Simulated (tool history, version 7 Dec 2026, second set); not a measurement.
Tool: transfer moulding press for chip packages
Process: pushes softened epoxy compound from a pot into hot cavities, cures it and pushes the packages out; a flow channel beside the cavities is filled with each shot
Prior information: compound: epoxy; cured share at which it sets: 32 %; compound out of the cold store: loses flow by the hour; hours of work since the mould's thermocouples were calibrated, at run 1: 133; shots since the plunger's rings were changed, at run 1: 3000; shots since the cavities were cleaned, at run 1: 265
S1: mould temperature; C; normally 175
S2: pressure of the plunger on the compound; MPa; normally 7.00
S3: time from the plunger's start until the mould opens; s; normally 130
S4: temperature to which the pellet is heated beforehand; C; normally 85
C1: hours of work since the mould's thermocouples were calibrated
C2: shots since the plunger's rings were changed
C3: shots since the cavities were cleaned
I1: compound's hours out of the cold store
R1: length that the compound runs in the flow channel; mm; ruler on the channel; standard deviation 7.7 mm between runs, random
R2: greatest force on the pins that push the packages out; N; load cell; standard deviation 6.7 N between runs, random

run,hour,S1,S2,S3,S4,C1,C2,C3,I1,R1,R2
1,0.0,175,7.00,130,85,133,3000,265,12.2,887,374
2,12.5,175,7.00,143,85,139,3091,356,18.0,830,356
3,20.7,175,7.55,130,85,143,3150,415,14.3,908,386
4,26.5,175,7.00,130,85,145,3192,457,33.8,766,414
5,39.9,175,7.02,130,85,152,3289,554,24.8,817,433
6,51.6,175,7.00,130,83,157,3374,639,31.0,769,439
7,59.2,175,7.00,130,83,161,3430,695,43.6,704,431
8,73.2,175,7.00,130,83,168,3531,796,16.9,837,461
9,80.2,175,7.00,130,83,171,3582,847,25.4,788,469
10,89.6,175,7.00,130,83,175,3650,915,12.4,863,493
11,103.7,175,7.00,130,83,182,3753,1018,14.4,854,500
12,110.8,175,7.00,130,83,186,3804,1069,9.6,880,517
13,117.7,175,7.00,130,83,189,3854,1119,11.9,869,522
# hour 121.4: cavities cleaned with cleaning compound and waxed
14,132.3,175,7.00,130,83,195,3949,79,35.7,729,302
15,140.5,175,7.00,122,92,199,4008,138,32.7,746,340
16,148.2,179,5.42,169,79,203,4065,195,34.2,656,295
17,162.1,170,7.73,142,82,209,4166,296,24.3,845,407
18,171.0,175,8.39,130,85,214,4230,360,33.6,818,381
19,177.5,170,7.53,130,85,217,4277,407,31.3,780,476
20,184.2,178,7.53,113,80,220,4326,456,15.1,868,438
21,194.1,178,6.34,157,78,225,4397,527,19.4,772,381
22,203.8,178,6.34,157,78,229,4468,598,33.2,699,377
23,211.4,178,6.34,157,78,233,4523,653,9.1,828,384
24,219.4,178,6.34,142,75,237,4581,711,8.5,835,407
# hour 227.6: plunger's sealing rings changed
25,234.4,181,5.95,121,90,243,49,802,44.0,681,416
26,242.2,181,5.72,132,77,246,106,859,36.2,694,443
27,248.3,175,7.06,130,85,249,150,903,44.9,750,464

Consider 5 possible next runs. They are alternatives, not a sequence: every one starts from the tool as it was left by run 27. What does each give?
A,262.0,175,8.20,130,85,256,249,1002,10.1,?,?
B,262.0,175,6.51,121,85,256,249,1002,29.2,?,?
C,262.0,182,5.48,130,92,256,249,1002,11.2,?,?
D,262.0,175,7.00,161,85,256,249,1002,22.1,?,?
E,262.0,170,7.06,130,79,256,249,1002,14.4,?,?

run,R1,R2
A,1018,511
B,794,535
C,798,446
D,861,449
E,932,636
The same runs, with their run-to-run variation unchanged, on a tool lacking any hidden condition would have given:
run,R1,R2
A,1024,274
B,799,288
C,802,238
D,865,243
E,937,343

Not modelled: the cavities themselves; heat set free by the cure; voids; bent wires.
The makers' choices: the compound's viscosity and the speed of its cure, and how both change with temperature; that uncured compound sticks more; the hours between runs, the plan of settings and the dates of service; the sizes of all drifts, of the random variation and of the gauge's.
